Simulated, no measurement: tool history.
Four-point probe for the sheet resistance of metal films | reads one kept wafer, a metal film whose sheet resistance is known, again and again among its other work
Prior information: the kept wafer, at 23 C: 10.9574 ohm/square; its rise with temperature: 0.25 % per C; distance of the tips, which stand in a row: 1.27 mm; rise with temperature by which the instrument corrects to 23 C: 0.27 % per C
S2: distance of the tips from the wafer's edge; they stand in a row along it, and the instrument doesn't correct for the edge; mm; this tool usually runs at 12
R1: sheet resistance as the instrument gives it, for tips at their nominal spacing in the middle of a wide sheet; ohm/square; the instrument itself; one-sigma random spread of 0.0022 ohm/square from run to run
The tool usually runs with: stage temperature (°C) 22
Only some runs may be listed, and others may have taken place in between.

{"run": 1, "hour": 0.0, "stage temperature (°C)": 22, "S2": 12, "R1": 11.006352}
{"run": 2, "hour": 44.9, "stage temperature (°C)": 22, "S2": 34, "R1": 10.95197}
{"run": 3, "hour": 101.9, "stage temperature (°C)": 22, "S2": 16, "R1": 10.977775}
{"run": 4, "hour": 145.9, "stage temperature (°C)": 22, "S2": 12, "R1": 11.002513}
{"run": 5, "hour": 200.5, "stage temperature (°C)": 22, "S2": 12, "R1": 10.999369}
{"run": 6, "hour": 251.5, "stage temperature (°C)": 22, "S2": 18, "R1": 10.957396}
{"run": 7, "hour": 306.8, "stage temperature (°C)": 22, "S2": 18, "R1": 10.959758}
{"run": 8, "hour": 363.4, "stage temperature (°C)": 22, "S2": 10, "R1": 11.020348}
{"run": 9, "hour": 440.1, "stage temperature (°C)": 22, "S2": 71, "R1": 10.921843}
{"run": 10, "hour": 475.2, "stage temperature (°C)": 22, "S2": 71, "R1": 10.921174}
{"run": 11, "hour": 518.8, "stage temperature (°C)": 22, "S2": 71, "R1": 10.918011}
{"run": 12, "hour": 559.1, "stage temperature (°C)": 22, "S2": 71, "R1": 10.919443}
{"run": 13, "hour": 637.2, "stage temperature (°C)": 22, "S2": 24, "R1": 10.927764}
{"run": 14, "hour": 706.5, "stage temperature (°C)": 22, "S2": 24, "R1": 10.9243}
{"run": 15, "hour": 742.4, "stage temperature (°C)": 20, "S2": 12, "R1": 10.97557}
{"run": 16, "hour": 793.0, "stage temperature (°C)": 20, "S2": 12, "R1": 10.976093}
{"run": 17, "hour": 866.4, "stage temperature (°C)": 20, "S2": 12, "R1": 10.972227}
{"hour": 871.9, "done": "stage's thermometer calibrated"}
{"run": 18, "hour": 928.0, "stage temperature (°C)": 20, "S2": 12, "R1": 10.969003}
{"run": 19, "hour": 991.2, "stage temperature (°C)": 20, "S2": 12, "R1": 10.962329}
{"run": 20, "hour": 1051.7, "stage temperature (°C)": 20, "S2": 12, "R1": 10.960922}
{"run": 21, "hour": 1090.9, "stage temperature (°C)": 20, "S2": 12, "R1": 10.955762}
{"run": 22, "hour": 1141.6, "stage temperature (°C)": 22, "S2": 12, "R1": 10.950111}
{"run": 23, "hour": 1200.7, "stage temperature (°C)": 28, "S2": 8, "R1": 11.014907}
{"run": 24, "hour": 1269.8, "stage temperature (°C)": 28, "S2": 8, "R1": 11.011689}
{"hour": 1315.2, "done": "stage's thermometer calibrated, once more"}
{"run": 25, "hour": 1331.5, "stage temperature (°C)": 28, "S2": 8, "R1": 11.013044}
{"run": 26, "hour": 1393.2, "stage temperature (°C)": 26, "S2": 10, "R1": 10.961825}
{"run": 27, "hour": 1432.5, "stage temperature (°C)": 20, "S2": 14, "R1": 10.933878}
{"run": 28, "hour": 1476.8, "stage temperature (°C)": 25, "S2": 26, "R1": 10.883292}
{"run": 29, "hour": 1537.4, "stage temperature (°C)": 25, "S2": 36, "R1": 10.872038}
{"run": 30, "hour": 1607.3, "stage temperature (°C)": 32, "S2": 5, "R1": 11.212118}
{"run": 31, "hour": 1649.2, "stage temperature (°C)": 32, "S2": 33, "R1": 10.850789}
{"run": 32, "hour": 1706.4, "stage temperature (°C)": 20, "S2": 33, "R1": 10.877551}
{"run": 33, "hour": 1748.7, "stage temperature (°C)": 33, "S2": 6, "R1": 11.094137}
{"run": 34, "hour": 1810.3, "stage temperature (°C)": 27, "S2": 3, "R1": 11.796145}
{"run": 35, "hour": 1866.6, "stage temperature (°C)": 21, "S2": 4, "R1": 11.416025}
{"run": 36, "hour": 1920.5, "stage temperature (°C)": 34, "S2": 6, "R1": 11.086704}
{"run": 37, "hour": 1973.0, "stage temperature (°C)": 34, "S2": 6, "R1": 11.082834}
{"run": 38, "hour": 2024.3, "stage temperature (°C)": 21, "S2": 68, "R1": 10.851503}
{"run": 39, "hour": 2084.5, "stage temperature (°C)": 23, "S2": 68, "R1": 10.84903}
{"run": 40, "hour": 2143.2, "stage temperature (°C)": 20, "S2": 10, "R1": 10.942975}
{"run": 41, "hour": 2219.7, "stage temperature (°C)": 20, "S2": 10, "R1": 10.936496}
{"hour": 2240.3, "done": "new probe head fitted"}
{"run": 42, "hour": 2279.2, "stage temperature (°C)": 20, "S2": 10, "R1": 10.999711}
{"run": 43, "hour": 2326.0, "stage temperature (°C)": 24, "S2": 12, "R1": 10.96182}
{"run": 44, "hour": 2403.6, "stage temperature (°C)": 28, "S2": 18, "R1": 10.910317}

4 ways to go on from here, each from the tool as it stands after run 44. What would each give?
{"run": "A", "hour": 2441.1, "stage temperature (°C)": 20, "S2": 8, "R1": "?"}
{"run": "B", "hour": 2441.1, "stage temperature (°C)": 33, "S2": 12, "R1": "?"}
{"run": "C", "hour": 2441.1, "stage temperature (°C)": 27, "S2": 66, "R1": "?"}
{"run": "D", "hour": 2441.1, "stage temperature (°C)": 22, "S2": 18, "R1": "?"}

run=A R1=11.047048
run=B R1=10.933109
run=C R1=10.884402
run=D R1=10.925558
Without the tool's hidden state the same runs would have given:
run=A R1=11.113075
run=B R1=10.998375
run=C R1=10.949456
run=D R1=10.990892

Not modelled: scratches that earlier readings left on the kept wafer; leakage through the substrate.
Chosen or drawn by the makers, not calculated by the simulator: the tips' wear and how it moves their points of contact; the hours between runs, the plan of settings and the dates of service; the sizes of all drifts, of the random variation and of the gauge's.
